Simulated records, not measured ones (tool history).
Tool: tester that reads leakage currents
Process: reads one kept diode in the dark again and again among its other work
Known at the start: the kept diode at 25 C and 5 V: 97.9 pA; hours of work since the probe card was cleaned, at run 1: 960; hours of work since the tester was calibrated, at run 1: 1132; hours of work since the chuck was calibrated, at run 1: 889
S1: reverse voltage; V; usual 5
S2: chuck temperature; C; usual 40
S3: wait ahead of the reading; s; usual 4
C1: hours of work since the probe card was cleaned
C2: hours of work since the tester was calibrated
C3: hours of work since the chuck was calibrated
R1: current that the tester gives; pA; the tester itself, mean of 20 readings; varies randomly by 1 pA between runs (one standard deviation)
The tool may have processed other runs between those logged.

| run | hour | S1 | S2 | S3 | C1 | C2 | C3 | R1 |
|---|---|---|---|---|---|---|---|---|
| 1 | 0 | 5 | 40 | 4 | 960 | 1132 | 889 | 327.14 |
| 2 | 60 | 5 | 40 | 4 | 1002 | 1173 | 930 | 325.67 |
| 3 | 103 | 5 | 40 | 4 | 1031 | 1203 | 960 | 325.88 |
| 4 | 182.7 | 5 | 40 | 4 | 1086 | 1258 | 1015 | 324.95 |
| 5 | 237.9 | 5 | 40 | 4 | 1124 | 1296 | 1053 | 323.13 |
| 6 | 320.3 | 5 | 40 | 4 | 1181 | 1352 | 1110 | 320.97 |
| 7 | 391.9 | 5 | 40 | 4 | 1230 | 1402 | 1159 | 322.51 |
| 8 | 451.8 | 5 | 40 | 4 | 1271 | 1443 | 1200 | 321.75 |
| 9 | 520.9 | 5 | 40 | 4 | 1319 | 1491 | 1248 | 319.71 |
| 10 | 564.9 | 5 | 40 | 3.2 | 1349 | 1521 | 1278 | 320.01 |
| 11 | 617.9 | 5 | 40 | 3.2 | 1386 | 1557 | 1314 | 318.84 |
| 12 | 709.8 | 5 | 40 | 3.2 | 1449 | 1621 | 1378 | 316.75 |
|  | 719.7 | tester calibrated |
| 13 | 778.6 | 1.89 | 53 | 0.4 | 1495 | 41 | 1424 | 603.39 |
| 14 | 862.9 | 10.9 | 37 | 2.79 | 1553 | 99 | 1482 | 337.07 |
| 15 | 940.8 | 2.64 | 20 | 5.71 | 1607 | 152 | 1535 | 45.55 |
| 16 | 1014.1 | 2.64 | 20 | 5.71 | 1657 | 203 | 1586 | 45.48 |
| 17 | 1094.1 | 2.64 | 20 | 5.71 | 1712 | 258 | 1641 | 45.52 |
| 18 | 1174.9 | 2.64 | 20 | 5.71 | 1768 | 313 | 1696 | 45.19 |
|  | 1245.9 | tester calibrated, once more |
| 19 | 1245.9 | 7.3 | 20 | 0.62 | 1815 | 0 | 1744 | 70.53 |
| 20 | 1326.2 | 7.3 | 20 | 0.62 | 1871 | 55 | 1799 | 70.18 |
| 21 | 1403.9 | 8.71 | 21 | 0.48 | 1924 | 109 | 1853 | 83.6 |

How the hidden state differs across the entries between the runs, from the last listed run before each to the first after it:
In the gap between runs 12 and 13: tester calibrated (hour 719.7)
  stray current of the dirty probe card, pA a volt: 0.528 -> 0.544; current scale over the true one, %: 1.11 -> 1.91; true chuck temperature over the reading, C: -1.32 -> -1.37
  measured value less the no-hidden-state value, R1: -28.65 -> -50.47 pA
In the gap between runs 18 and 19: tester calibrated, once more (hour 1245.9)
  stray current of the dirty probe card, pA a volt: 0.644 -> 0.66; current scale over the true one, %: 2.08 -> 0.22; true chuck temperature over the reading, C: -1.63 -> -1.68
  measured value less the no-hidden-state value, R1: -4.28 -> -5.44 pA
